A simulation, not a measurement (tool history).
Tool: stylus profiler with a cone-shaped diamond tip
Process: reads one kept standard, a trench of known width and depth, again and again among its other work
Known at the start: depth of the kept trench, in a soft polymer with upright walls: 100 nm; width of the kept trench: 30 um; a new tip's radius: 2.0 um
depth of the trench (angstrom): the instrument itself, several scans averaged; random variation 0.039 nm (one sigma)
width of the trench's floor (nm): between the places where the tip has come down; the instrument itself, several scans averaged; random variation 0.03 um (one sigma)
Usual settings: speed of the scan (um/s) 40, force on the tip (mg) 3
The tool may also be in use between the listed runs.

run   hour  speed of the scan (um/s)  force on the tip (mg)  depth of the trench (angstrom)  width of the trench's floor (nm)
  1      0                        40                      3                          1016.7                             28630
  2   22.2                        40                      3                          1016.4                             28650
  3   39.1                        40                      3                          1016.7                             28620
  4   63.1                        40                      3                          1017.3                             28610
  5   88.9                        40                      3                          1016.7                             28720
  6  117.2                        40                      3                          1016.5                             28580
  7  147.7                        40                      3                          1016.2                             28550
  8    174                        40                      3                          1016.6                             28630
  9  189.8                        40                      3                          1015.8                             28700
 10  214.1                        40                      3                            1017                             28630
 11  235.1                        40                      3                          1016.3                             28670
 12  267.2                        28                      3                          1016.2                             28680
 13  304.8                        71                   5.52                          1025.1                             28580
 14  331.4                        71                   5.52                          1024.6                             28620
 15  351.8                        48                   7.99                            1032                             28710
 16  372.4                        68                   4.15                          1020.5                             28570
 17  394.7                        64                   5.11                          1023.2                             28620
 18  421.8                        19                   7.38                          1030.7                             28710
 19    451                       124                   7.97                          1031.2                             28580
 20  474.8                       124                   5.91                          1026.1                             28520
 21  490.6                       124                   5.91                          1025.8                             28540

Forecast each of these 3 alternatives for the next run:
  A   520                       156                   2.84                               ?                                 ?
  B   520                        34                   1.35                               ?                                 ?
  C   520                        80                   2.02                               ?                                 ?

run  depth of the trench (angstrom)  width of the trench's floor (nm)
  A                          1016.2                             28340
  B                          1009.7                             28570
  C                          1012.1                             28460
Without the tool's hidden state the same runs would have given:
run  depth of the trench (angstrom)  width of the trench's floor (nm)
  A                          1016.2                             28350
  B                          1009.7                             28570
  C                          1012.1                             28470
